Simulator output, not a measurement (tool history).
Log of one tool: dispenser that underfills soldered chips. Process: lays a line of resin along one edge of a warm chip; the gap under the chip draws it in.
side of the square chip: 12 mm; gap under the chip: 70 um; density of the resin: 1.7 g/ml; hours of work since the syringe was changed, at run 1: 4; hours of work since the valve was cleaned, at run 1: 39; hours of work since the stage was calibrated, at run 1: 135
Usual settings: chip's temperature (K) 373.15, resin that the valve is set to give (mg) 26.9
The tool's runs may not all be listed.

run,hour,chip's temperature (K),resin that the valve is set to give (mg),hours of work since the syringe was changed,hours of work since the valve was cleaned,hours of work since the stage was calibrated,time until the resin shows at the far edge (s),resin that the valve gave (mg)
1,0,373.15,26.9,4,39,135,80.2,26.26
2,3.2,373.15,26.9,6,42,138,95.5,26.15
3,7,373.15,26.9,9,45,141,115,26.18
# hour 8.5: new syringe of resin
4,10.8,373.15,26.9,2,47,144,71.6,25.97
5,14.2,373.15,26.9,4,50,146,85.5,25.98
6,17,373.15,24.7,7,52,148,99.6,23.75
7,20.6,375.15,24.7,9,55,151,110.7,23.83
# hour 21.8: new syringe of resin
8,24.8,373.15,29.2,2,58,154,73.5,28.08
9,28.9,373.15,29.2,6,61,157,89.6,28.1
10,31,373.15,29.2,7,63,159,99.5,27.88
# hour 35.2: new syringe of resin
11,35.9,373.15,26.9,0,67,163,64.3,25.79
12,39.9,373.15,26.9,4,70,166,79.6,25.54
13,43.6,377.15,23.4,7,73,169,88,22.21
14,47.9,367.15,30.4,10,76,172,141.4,28.81
# hour 48.5: new syringe of resin
15,50.5,365.15,26.9,2,78,174,84.7,25.47
16,53.8,373.15,24,4,80,176,84.4,22.7
17,57.1,383.15,22.9,7,83,179,76.2,21.54
# hour 60.1: dispensing valve cleaned and set on the balance
18,62,381.15,26.9,10,2,182,95.2,26.93
# hour 63: new syringe of resin
19,66.7,386.15,33,3,5,186,52.3,33
20,69.1,372.15,31.1,5,7,187,89.5,31.03
21,72.7,370.15,23.3,8,10,190,118.8,23.29
# hour 76.2: new syringe of resin
22,77.3,375.15,32.3,1,13,194,64,32.17
23,79.6,362.15,25.3,3,15,195,106.8,25.15

The same runs without the tool's hidden state, with the same run-to-run variation:
The hidden state here: resin's viscosity, % of fresh resin's; dose that the valve gives, % of what is set; true chip temperature over the reading, C; drift of the gauge itself on fill_s, %; drift of the gauge itself on given_mg, %.
run,time until the resin shows at the far edge (s),resin that the valve gave (mg)
1,59.7,26.97
2,60.3,26.91
3,59.8,27
4,60.5,26.83
5,60.7,26.9
6,61,24.63
7,56.3,24.76
8,60.1,29.25
9,59.6,29.32
10,59.5,29.13
11,59.6,27.01
12,59.8,26.81
13,54.1,23.37
14,70.3,30.39
15,73.3,26.9
16,61.4,24.02
17,46.4,22.84
18,48.5,26.87
19,41,33.01
20,62.1,31.09
21,68.3,23.39
22,57.4,32.38
23,84.3,25.35
